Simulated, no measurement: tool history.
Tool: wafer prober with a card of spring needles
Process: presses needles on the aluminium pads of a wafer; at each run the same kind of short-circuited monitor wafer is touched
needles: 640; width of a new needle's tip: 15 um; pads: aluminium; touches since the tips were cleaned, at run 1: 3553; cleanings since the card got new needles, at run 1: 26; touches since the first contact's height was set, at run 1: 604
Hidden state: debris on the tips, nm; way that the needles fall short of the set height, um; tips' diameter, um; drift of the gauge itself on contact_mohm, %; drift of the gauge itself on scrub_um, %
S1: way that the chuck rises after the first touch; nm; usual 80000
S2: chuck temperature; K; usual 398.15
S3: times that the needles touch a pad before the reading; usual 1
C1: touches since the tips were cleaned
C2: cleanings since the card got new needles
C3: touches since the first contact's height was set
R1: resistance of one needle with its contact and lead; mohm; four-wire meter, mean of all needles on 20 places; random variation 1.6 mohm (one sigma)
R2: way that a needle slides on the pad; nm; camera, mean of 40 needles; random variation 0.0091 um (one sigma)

Run 1, hour 0.0: usual settings; C1 3553; C2 26; C3 604. Result: R1 174 mohm, R2 12079 nm.
At hour 3.2: tips cleaned on abrasive film.
Run 2, hour 9.3: usual settings; C1 1795; C2 27; C3 3295. Result: R1 165 mohm, R2 12078 nm.
At hour 17.0: tips cleaned on abrasive film.
Run 3, hour 21.8: usual settings; C1 1407; C2 28; C3 6953. Result: R1 162 mohm, R2 12045 nm.
At hour 31.4: tips cleaned on abrasive film.
Run 4, hour 34.6: usual settings; C1 955; C2 29; C3 10678. Result: R1 159 mohm, R2 12045 nm.
At hour 46.2: tips cleaned on abrasive film.
Run 5, hour 52.1: usual settings but S2 327.15 K; C1 1735; C2 30; C3 15764. Result: R1 157 mohm, R2 12033 nm.
At hour 59.8: tips cleaned on abrasive film.
Run 6, hour 69.7: usual settings but S3 2; C1 2883; C2 31; C3 20900. Result: R1 161 mohm, R2 12027 nm.
At hour 74.5: tips cleaned on abrasive film.
Run 7, hour 80.3: usual settings but S1 96000 nm, S3 2; C1 1720; C2 32; C3 23997. Result: R1 154 mohm, R2 14430 nm.
At hour 88.9: tips cleaned on abrasive film.
Run 8, hour 97.5: usual settings but S1 96000 nm, S2 336.15 K, S3 3; C1 2520; C2 33; C3 29011. Result: R1 144 mohm, R2 14424 nm.
At hour 103.2: tips cleaned on abrasive film.
Run 9, hour 112.1: usual settings but S1 96000 nm, S2 336.15 K, S3 3; C1 2626; C2 34; C3 33267. Result: R1 145 mohm, R2 14426 nm.
At hour 116.9: tips cleaned on abrasive film.
Run 10, hour 124.7: usual settings but S1 85000 nm, S2 334.15 K, S3 2; C1 2282; C2 35; C3 36930. Result: R1 150 mohm, R2 12730 nm.

3 ways to go on from here, each from the tool as it stands after run 10. What would each give?
At hour 130.7: tips cleaned on abrasive film.
Run A, hour 143.0: usual settings but S1 88000 nm, S2 346.15 K, S3 2; C1 3612; C2 36; C3 42261. Result: R1 ?, R2 ?.
At hour 130.7: tips cleaned on abrasive film.
Run B, hour 143.0: usual settings but S1 67000 nm, S2 312.15 K; C1 3612; C2 36; C3 42261. Result: R1 ?, R2 ?.
At hour 130.7: tips cleaned on abrasive film.
Run C, hour 143.0: usual settings but S1 93000 nm, S2 360.15 K; C1 3612; C2 36; C3 42261. Result: R1 ?, R2 ?.

run   R1     R2
  A  155  13172
  B  173  10001
  C  160  13942
Without the tool's hidden state the same runs would have given:
run   R1     R2
  A  142  13285
  B  138  10114
  C  141  14054

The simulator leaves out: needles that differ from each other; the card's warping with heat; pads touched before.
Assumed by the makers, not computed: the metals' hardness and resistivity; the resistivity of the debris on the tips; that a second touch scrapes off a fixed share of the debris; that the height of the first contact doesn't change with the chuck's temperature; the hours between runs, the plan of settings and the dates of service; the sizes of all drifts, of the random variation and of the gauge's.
